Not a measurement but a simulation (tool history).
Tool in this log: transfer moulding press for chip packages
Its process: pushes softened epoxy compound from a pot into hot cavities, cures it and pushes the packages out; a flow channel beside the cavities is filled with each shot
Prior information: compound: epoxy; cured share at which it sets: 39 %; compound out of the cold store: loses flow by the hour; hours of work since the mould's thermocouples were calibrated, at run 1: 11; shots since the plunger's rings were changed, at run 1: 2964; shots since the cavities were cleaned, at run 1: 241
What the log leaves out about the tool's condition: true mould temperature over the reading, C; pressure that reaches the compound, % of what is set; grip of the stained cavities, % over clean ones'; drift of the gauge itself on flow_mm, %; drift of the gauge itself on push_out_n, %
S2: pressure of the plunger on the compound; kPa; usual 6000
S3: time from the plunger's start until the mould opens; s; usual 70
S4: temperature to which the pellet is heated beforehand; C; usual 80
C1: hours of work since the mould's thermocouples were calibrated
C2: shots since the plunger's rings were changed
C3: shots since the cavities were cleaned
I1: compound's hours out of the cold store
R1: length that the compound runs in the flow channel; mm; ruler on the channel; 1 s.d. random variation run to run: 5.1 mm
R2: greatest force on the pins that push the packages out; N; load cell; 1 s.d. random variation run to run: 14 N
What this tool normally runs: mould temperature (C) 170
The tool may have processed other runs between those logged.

run 1 hour=0 | mould_temperature_(C)=170 S2=6000 S3=70 S4=80 | C1=11 C2=2964 C3=241 | I1=22.3 | R1=749 R2=657
run 2 hour=25.2 | mould_temperature_(C)=170 S2=6000 S3=70 S4=80 | C1=30 C2=3363 C3=640 | I1=27.9 | R1=742 R2=649
-- hour=57.9 cavities cleaned with cleaning compound and waxed
-- hour=84.5 plunger's sealing rings changed
run 3 hour=89.1 | mould_temperature_(C)=162 S2=6000 S3=70 S4=80 | C1=73 C2=73 C3=456 | I1=26.7 | R1=768 R2=1059
-- hour=134 cavities cleaned with cleaning compound and waxed
run 4 hour=139.6 | mould_temperature_(C)=162 S2=6000 S3=70 S4=80 | C1=109 C2=849 C3=89 | I1=36.4 | R1=740 R2=1065
run 5 hour=193.1 | mould_temperature_(C)=172 S2=6000 S3=70 S4=80 | C1=148 C2=1697 C3=937 | I1=19 | R1=754 R2=586
-- hour=205.3 cavities cleaned with cleaning compound and waxed
run 6 hour=252.4 | mould_temperature_(C)=172 S2=6000 S3=70 S4=80 | C1=191 C2=2612 C3=746 | I1=45.6 | R1=690 R2=562
-- hour=277.9 cavities cleaned with cleaning compound and waxed
run 7 hour=286.3 | mould_temperature_(C)=172 S2=6000 S3=70 S4=80 | C1=215 C2=3126 C3=134 | I1=19.6 | R1=751 R2=571
run 8 hour=332.8 | mould_temperature_(C)=172 S2=6000 S3=70 S4=80 | C1=249 C2=3863 C3=871 | I1=46.1 | R1=697 R2=572
-- hour=351.9 cavities cleaned with cleaning compound and waxed
-- hour=359.9 plunger's sealing rings changed
run 9 hour=362.8 | mould_temperature_(C)=170 S2=6000 S3=70 S4=80 | C1=268 C2=46 C3=132 | I1=47.4 | R1=686 R2=600
run 10 hour=409.3 | mould_temperature_(C)=170 S2=4670 S3=70 S4=80 | C1=302 C2=783 C3=869 | I1=19.7 | R1=668 R2=651
-- hour=425.4 cavities cleaned with cleaning compound and waxed
run 11 hour=441.5 | mould_temperature_(C)=170 S2=6930 S3=70 S4=80 | C1=324 C2=1269 C3=255 | I1=18.1 | R1=817 R2=655
run 12 hour=492.1 | mould_temperature_(C)=170 S2=6930 S3=70 S4=80 | C1=361 C2=2071 C3=1057 | I1=32.4 | R1=784 R2=651
-- hour=496.1 cavities cleaned with cleaning compound and waxed
run 13 hour=551.3 | mould_temperature_(C)=170 S2=6930 S3=70 S4=80 | C1=403 C2=2986 C3=875 | I1=13.1 | R1=825 R2=706
-- hour=569.1 cavities cleaned with cleaning compound and waxed
run 14 hour=611.9 | mould_temperature_(C)=170 S2=6930 S3=70 S4=80 | C1=447 C2=3923 C3=679 | I1=44 | R1=759 R2=616
-- hour=633.8 plunger's sealing rings changed
-- hour=642 cavities cleaned with cleaning compound and waxed
run 15 hour=646.4 | mould_temperature_(C)=170 S2=6930 S3=70 S4=80 | C1=469 C2=176 C3=70 | I1=38.5 | R1=770 R2=621
run 16 hour=682.1 | mould_temperature_(C)=170 S2=5840 S3=50 S4=80 | C1=495 C2=742 C3=636 | I1=26.4 | R1=733 R2=1477
-- hour=712.9 cavities cleaned with cleaning compound and waxed
run 17 hour=717 | mould_temperature_(C)=177 S2=6000 S3=70 S4=85 | C1=520 C2=1272 C3=66 | I1=10.2 | R1=762 R2=474
run 18 hour=749.4 | mould_temperature_(C)=170 S2=6000 S3=88 S4=80 | C1=543 C2=1785 C3=579 | I1=22.4 | R1=746 R2=462
-- hour=787 cavities cleaned with cleaning compound and waxed
run 19 hour=802.2 | mould_temperature_(C)=162 S2=6000 S3=88 S4=88 | C1=581 C2=2598 C3=241 | I1=45.3 | R1=731 R2=618
run 20 hour=845.4 | mould_temperature_(C)=167 S2=5780 S3=70 S4=80 | C1=613 C2=3282 C3=925 | I1=9.7 | R1=775 R2=843
-- hour=858.4 cavities cleaned with cleaning compound and waxed
run 21 hour=880.8 | mould_temperature_(C)=176 S2=6130 S3=99 S4=71 | C1=637 C2=3819 C3=355 | I1=35.4 | R1=709 R2=441
-- hour=890.1 mould's thermocouples calibrated
-- hour=908.8 plunger's sealing rings changed
run 22 hour=928.3 | mould_temperature_(C)=178 S2=6000 S3=70 S4=86 | C1=26 C2=309 C3=1037 | I1=17.4 | R1=739 R2=461
-- hour=934.5 cavities cleaned with cleaning compound and waxed
run 23 hour=971.8 | mould_temperature_(C)=170 S2=5910 S3=70 S4=86 | C1=57 C2=974 C3=590 | I1=19.8 | R1=746 R2=628
-- hour=1008.9 cavities cleaned with cleaning compound and waxed
run 24 hour=1021.8 | mould_temperature_(C)=165 S2=6000 S3=107 S4=86 | C1=92 C2=1744 C3=205 | I1=46.6 | R1=711 R2=469
-- hour=1079.6 cavities cleaned with cleaning compound and waxed
run 25 hour=1082.1 | mould_temperature_(C)=163 S2=6520 S3=79 S4=71 | C1=136 C2=2676 C3=40 | I1=33.2 | R1=779 R2=800
run 26 hour=1114.6 | mould_temperature_(C)=170 S2=6000 S3=66 S4=85 | C1=159 C2=3191 C3=555 | I1=9.7 | R1=776 R2=736
-- hour=1153.2 cavities cleaned with cleaning compound and waxed
run 27 hour=1163.8 | mould_temperature_(C)=175 S2=6210 S3=66 S4=80 | C1=194 C2=3946 C3=169 | I1=47.9 | R1=695 R2=535

Describe how what the log doesn't record of the tool's condition differs between the last listed run preceding each entry between runs and the first listed run following it.
Between runs 2 and 3: cavities cleaned with cleaning compound and waxed (hour 57.9); plunger's sealing rings changed (hour 84.5)
  pressure that reaches the compound, % of what is set: 99.78 -> 99.99; grip of the stained cavities, % over clean ones': 1.4 -> 1.2
  measured minus no-state result, R2: +9 -> +13 N
Between runs 3 and 4: cavities cleaned with cleaning compound and waxed (hour 134)
  true mould temperature over the reading, C: 0 -> -0.01; pressure that reaches the compound, % of what is set: 99.99 -> 99.94; grip of the stained cavities, % over clean ones': 1.2 -> 0.3
  measured minus no-state result, R2: +13 -> +4 N
Between runs 5 and 6: cavities cleaned with cleaning compound and waxed (hour 205.3)
  pressure that reaches the compound, % of what is set: 99.88 -> 99.82; grip of the stained cavities, % over clean ones': 1.6 -> 1.5
  measured minus no-state result, R2: +10 -> +9 N
Between runs 6 and 7: cavities cleaned with cleaning compound and waxed (hour 277.9)
  pressure that reaches the compound, % of what is set: 99.82 -> 99.79; grip of the stained cavities, % over clean ones': 1.5 -> 0.5
  measured minus no-state result, R2: +9 -> +3 N
Between runs 8 and 9: cavities cleaned with cleaning compound and waxed (hour 351.9); plunger's sealing rings changed (hour 359.9)
  pressure that reaches the compound, % of what is set: 99.74 -> 99.99; grip of the stained cavities, % over clean ones': 1.6 -> 0.5
  measured minus no-state result, R2: +9 -> +3 N
Between runs 10 and 11: cavities cleaned with cleaning compound and waxed (hour 425.4)
  pressure that reaches the compound, % of what is set: 99.94 -> 99.91; grip of the stained cavities, % over clean ones': 1.6 -> 0.8
  measured minus no-state result, R2: +10 -> +6 N
Between runs 12 and 13: cavities cleaned with cleaning compound and waxed (hour 496.1)
  pressure that reaches the compound, % of what is set: 99.86 -> 99.8; grip of the stained cavities, % over clean ones': 1.7 -> 1.5
  measured minus no-state result, R2: +11 -> +11 N
Between runs 13 and 14: cavities cleaned with cleaning compound and waxed (hour 569.1)
  pressure that reaches the compound, % of what is set: 99.8 -> 99.74
  measured minus no-state result, R2: +11 -> +9 N
Between runs 14 and 15: plunger's sealing rings changed (hour 633.8); cavities cleaned with cleaning compound and waxed (hour 642)
  pressure that reaches the compound, % of what is set: 99.74 -> 99.97; grip of the stained cavities, % over clean ones': 1.5 -> 0.3
  measured minus no-state result, R2: +9 -> +2 N
Between runs 16 and 17: cavities cleaned with cleaning compound and waxed (hour 712.9)
  pressure that reaches the compound, % of what is set: 99.93 -> 99.9; grip of the stained cavities, % over clean ones': 1.4 -> 0.3
  measured minus no-state result, R2: +21 -> +2 N
Between runs 18 and 19: cavities cleaned with cleaning compound and waxed (hour 787)
  pressure that reaches the compound, % of what is set: 99.86 -> 99.81; grip of the stained cavities, % over clean ones': 1.4 -> 0.7
  measured minus no-state result, R2: +6 -> +6 N
Between runs 20 and 21: cavities cleaned with cleaning compound and waxed (hour 858.4)
  pressure that reaches the compound, % of what is set: 99.76 -> 99.73; grip of the stained cavities, % over clean ones': 1.6 -> 1.1
  measured minus no-state result, R2: +14 -> +5 N
Between runs 21 and 22: mould's thermocouples calibrated (hour 890.1); plunger's sealing rings changed (hour 908.8)
  true mould temperature over the reading, C: -0.01 -> 0; pressure that reaches the compound, % of what is set: 99.73 -> 99.97; grip of the stained cavities, % over clean ones': 1.1 -> 1.7
  measured minus no-state result, R2: +5 -> +8 N
Between runs 22 and 23: cavities cleaned with cleaning compound and waxed (hour 934.5)
  pressure that reaches the compound, % of what is set: 99.97 -> 99.92; grip of the stained cavities, % over clean ones': 1.7 -> 1.4
  measured minus no-state result, R2: +8 -> +9 N
Between runs 23 and 24: cavities cleaned with cleaning compound and waxed (hour 1008.9)
  true mould temperature over the reading, C: 0 -> -0.01; pressure that reaches the compound, % of what is set: 99.92 -> 99.87; grip of the stained cavities, % over clean ones': 1.4 -> 0.7
  measured minus no-state result, R2: +9 -> +3 N
Between runs 24 and 25: cavities cleaned with cleaning compound and waxed (hour 1079.6)
  pressure that reaches the compound, % of what is set: 99.87 -> 99.81; grip of the stained cavities, % over clean ones': 0.7 -> 0.2
  measured minus no-state result, R2: +3 -> +3 N
Between runs 26 and 27: cavities cleaned with cleaning compound and waxed (hour 1153.2)
  pressure that reaches the compound, % of what is set: 99.78 -> 99.73; grip of the stained cavities, % over clean ones': 1.4 -> 0.6
  measured minus no-state result, R2: +10 -> +3 N
